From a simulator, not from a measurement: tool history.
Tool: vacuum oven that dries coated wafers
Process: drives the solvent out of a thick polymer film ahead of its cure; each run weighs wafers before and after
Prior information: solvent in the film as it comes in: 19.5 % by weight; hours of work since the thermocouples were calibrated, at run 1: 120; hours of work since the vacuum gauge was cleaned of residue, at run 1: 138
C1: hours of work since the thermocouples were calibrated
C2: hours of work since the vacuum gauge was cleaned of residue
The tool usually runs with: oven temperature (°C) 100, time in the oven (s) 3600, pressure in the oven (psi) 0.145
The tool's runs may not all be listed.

Run 1, hour 0.0: usual settings; C1 120; C2 138. Result: solvent left in the film (%) 1.19.
Run 2, hour 9.4: usual settings; C1 127; C2 145. Result: solvent left in the film (%) 1.21.
Run 3, hour 22.7: usual settings; C1 137; C2 155. Result: solvent left in the film (%) 1.16.
Run 4, hour 35.1: usual settings but time in the oven (s) 4560; C1 147; C2 164. Result: solvent left in the film (%) 0.77.
Run 5, hour 43.9: usual settings; C1 153; C2 171. Result: solvent left in the film (%) 1.25.
Run 6, hour 60.1: usual settings but oven temperature (°C) 91; C1 166; C2 183. Result: solvent left in the film (%) 2.61.
Run 7, hour 76.3: usual settings but oven temperature (°C) 115; C1 178; C2 196. Result: solvent left in the film (%) 0.32.
Run 8, hour 83.5: usual settings; C1 184; C2 201. Result: solvent left in the film (%) 1.16.
Run 9, hour 100.7: usual settings but time in the oven (s) 3120; C1 197; C2 214. Result: solvent left in the film (%) 1.49.
Run 10, hour 110.1: usual settings but oven temperature (°C) 88; C1 204; C2 222. Result: solvent left in the film (%) 3.26.
Run 11, hour 124.4: usual settings but pressure in the oven (psi) 0.338; C1 215; C2 233. Result: solvent left in the film (%) 1.88.
Run 12, hour 135.1: usual settings; C1 223; C2 241. Result: solvent left in the film (%) 1.26.
Run 13, hour 146.5: usual settings; C1 232; C2 249. Result: solvent left in the film (%) 1.27.
Run 14, hour 162.1: usual settings; C1 244; C2 261. Result: solvent left in the film (%) 1.27.
Run 15, hour 172.4: usual settings; C1 252; C2 269. Result: solvent left in the film (%) 1.09.
Run 16, hour 179.8: usual settings; C1 257; C2 275. Result: solvent left in the film (%) 1.23.
Run 17, hour 190.2: usual settings; C1 265; C2 283. Result: solvent left in the film (%) 1.17.
Run 18, hour 200.4: usual settings; C1 273; C2 291. Result: solvent left in the film (%) 1.16.
Run 19, hour 214.8: usual settings but oven temperature (°C) 106, time in the oven (s) 5580, pressure in the oven (psi) 0.136; C1 284; C2 302. Result: solvent left in the film (%) 0.44.
Run 20, hour 227.8: usual settings but oven temperature (°C) 109, time in the oven (s) 1920, pressure in the oven (psi) 0.132; C1 294; C2 312. Result: solvent left in the film (%) 1.47.
Run 21, hour 237.9: usual settings but oven temperature (°C) 109, time in the oven (s) 1920, pressure in the oven (psi) 0.132; C1 302; C2 319. Result: solvent left in the film (%) 1.61.
Run 22, hour 253.7: usual settings but oven temperature (°C) 109, time in the oven (s) 3360, pressure in the oven (psi) 0.131; C1 314; C2 331. Result: solvent left in the film (%) 0.51.
Run 23, hour 270.2: usual settings but oven temperature (°C) 109, time in the oven (s) 3360, pressure in the oven (psi) 0.131; C1 326; C2 344. Result: solvent left in the film (%) 0.60.
Run 24, hour 279.1: usual settings but oven temperature (°C) 102, time in the oven (s) 2160, pressure in the oven (psi) 0.131; C1 333; C2 351. Result: solvent left in the film (%) 2.29.
Run 25, hour 294.8: usual settings but oven temperature (°C) 87; C1 345; C2 363. Result: solvent left in the film (%) 3.40.
Run 26, hour 305.6: usual settings but oven temperature (°C) 86, time in the oven (s) 2340, pressure in the oven (psi) 0.133; C1 354; C2 371. Result: solvent left in the film (%) 6.06.
Run 27, hour 321.5: usual settings but oven temperature (°C) 101; C1 366; C2 383. Result: solvent left in the film (%) 1.10.
Run 28, hour 337.4: usual settings but oven temperature (°C) 102, time in the oven (s) 5760, pressure in the oven (psi) 0.490; C1 378; C2 395. Result: solvent left in the film (%) 1.90.
Run 29, hour 350.6: usual settings but oven temperature (°C) 102, time in the oven (s) 5760, pressure in the oven (psi) 0.490; C1 388; C2 406. Result: solvent left in the film (%) 1.86.
Run 30, hour 366.4: usual settings but oven temperature (°C) 95, time in the oven (s) 2820, pressure in the oven (psi) 0.157; C1 400; C2 418. Result: solvent left in the film (%) 2.80.
Run 31, hour 374.1: usual settings but oven temperature (°C) 87, time in the oven (s) 2820, pressure in the oven (psi) 0.094; C1 406; C2 423. Result: solvent left in the film (%) 4.44.
Run 32, hour 388.1: usual settings but oven temperature (°C) 87, time in the oven (s) 2820, pressure in the oven (psi) 0.094; C1 417; C2 434. Result: solvent left in the film (%) 4.31.
Run 33, hour 399.0: usual settings but oven temperature (°C) 87, time in the oven (s) 2820, pressure in the oven (psi) 0.094; C1 425; C2 443. Result: solvent left in the film (%) 4.41.
Run 34, hour 406.2: usual settings but time in the oven (s) 3840, pressure in the oven (psi) 0.086; C1 430; C2 448. Result: solvent left in the film (%) 0.92.

Forecast each of these 5 alternatives for the next run:
Run A, hour 420.5: usual settings but oven temperature (°C) 88, time in the oven (s) 2220, pressure in the oven (psi) 0.115; C1 441; C2 459. Result: solvent left in the film (%) ?.
Run B, hour 420.5: usual settings but time in the oven (s) 3840, pressure in the oven (psi) 0.136; C1 441; C2 459. Result: solvent left in the film (%) ?.
Run C, hour 420.5: usual settings but oven temperature (°C) 90, time in the oven (s) 4560, pressure in the oven (psi) 0.086; C1 441; C2 459. Result: solvent left in the film (%) ?.
Run D, hour 420.5: usual settings but oven temperature (°C) 108, time in the oven (s) 4740, pressure in the oven (psi) 0.086; C1 441; C2 459. Result: solvent left in the film (%) ?.
Run E, hour 420.5: usual settings but oven temperature (°C) 114, time in the oven (s) 2340, pressure in the oven (psi) 0.318; C1 441; C2 459. Result: solvent left in the film (%) ?.

run  solvent left in the film (%)
  A                          5.60
  B                          0.99
  C                          1.58
  D                          0.22
  E                          1.16
With the hidden condition removed and each run's random variation left untouched, the same runs would have given:
run  solvent left in the film (%)
  A                          5.59
  B                          0.98
  C                          1.58
  D                          0.22
  E                          1.16
